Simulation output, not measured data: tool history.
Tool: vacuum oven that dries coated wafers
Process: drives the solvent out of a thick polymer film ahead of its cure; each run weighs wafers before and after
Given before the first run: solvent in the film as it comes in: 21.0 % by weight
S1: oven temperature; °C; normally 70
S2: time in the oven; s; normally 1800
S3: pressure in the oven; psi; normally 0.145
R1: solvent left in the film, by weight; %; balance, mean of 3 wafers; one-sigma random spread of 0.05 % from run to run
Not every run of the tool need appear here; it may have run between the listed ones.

Run 1, hour 0: usual settings. Result: R1 1.81 %.
Run 2, hour 6.5: usual settings. Result: R1 1.81 %.
Run 3, hour 13.5: usual settings but S2 2400 s. Result: R1 1.21 %.
Run 4, hour 25.8: usual settings but S2 2400 s. Result: R1 1.12 %.
Run 5, hour 35.1: usual settings. Result: R1 1.76 %.
Run 6, hour 46.8: usual settings. Result: R1 1.85 %.
Run 7, hour 52.2: usual settings. Result: R1 1.88 %.
Run 8, hour 62.8: usual settings but S3 0.181 psi. Result: R1 2.03 %.
Run 9, hour 72.4: usual settings but S3 0.181 psi. Result: R1 1.98 %.
Run 10, hour 77.7: usual settings but S2 2340 s. Result: R1 1.19 %.
Run 11, hour 87.3: usual settings but S1 77 °C, S2 1980 s, S3 0.4 psi. Result: R1 1.58 %.
Run 12, hour 94.3: usual settings but S1 61 °C, S3 0.268 psi. Result: R1 4.52 %.
Run 13, hour 99.9: usual settings but S1 61 °C, S3 0.268 psi. Result: R1 4.44 %.
Run 14, hour 107.3: usual settings but S1 77 °C. Result: R1 0.88 %.
Run 15, hour 119.7: usual settings but S1 77 °C. Result: R1 0.87 %.
Run 16, hour 126.1: usual settings but S1 61 °C, S2 2160 s, S3 0.363 psi. Result: R1 4.32 %.

What will run 17 give?
Run 17, hour 134.1: usual settings but S2 2640 s. Result: R1 ?.

R1: 1.03 %
Take away the tool's hidden state, keep the run-to-run variation as it was, and the same run would have given R1 1.13 %.
